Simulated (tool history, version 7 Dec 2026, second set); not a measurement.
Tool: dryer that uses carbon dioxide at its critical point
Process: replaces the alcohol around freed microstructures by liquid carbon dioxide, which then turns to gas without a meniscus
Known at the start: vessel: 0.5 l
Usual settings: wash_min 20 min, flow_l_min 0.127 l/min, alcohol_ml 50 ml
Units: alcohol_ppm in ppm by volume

| run | day | wash_min | flow_l_min | alcohol_ml | alcohol_ppm |
|---|---|---|---|---|---|
| 1 | 0 | 20 | 0.127 | 50 | 1757 |
| 2 | 0.729 | 20 | 0.152 | 50 | 844 |
| 3 | 1.112 | 20 | 0.152 | 50 | 847 |
| 4 | 1.5 | 20 | 0.078 | 50 | 8533 |
| 5 | 1.838 | 17 | 0.127 | 50 | 3250 |
| 6 | 2.417 | 17 | 0.127 | 50 | 3306 |
| 7 | 2.85 | 26 | 0.136 | 88 | 684 |
| 8 | 3.488 | 24 | 0.127 | 44 | 749 |
| 9 | 4.117 | 24 | 0.179 | 50 | 187 |
| 10 | 4.533 | 24 | 0.179 | 50 | 182 |
| 11 | 5.054 | 19 | 0.129 | 23 | 1016 |

Forecast each of these 5 alternatives for the next run:
| A | 5.438 | 19 | 0.129 | 59 | ? |
| B | 5.438 | 20 | 0.127 | 23 | ? |
| C | 5.438 | 29 | 0.085 | 40 | ? |
| D | 5.438 | 16 | 0.115 | 52 | ? |
| E | 5.438 | 17 | 0.127 | 50 | ? |

| run | alcohol_ppm |
|---|---|
| A | 2517 |
| B | 872 |
| C | 1707 |
| D | 5675 |
| E | 3393 |
Without the tool's hidden state the same runs would have given:
| run | alcohol_ppm |
|---|---|
| A | 1940 |
| B | 630 |
| C | 1295 |
| D | 4711 |
| E | 2708 |
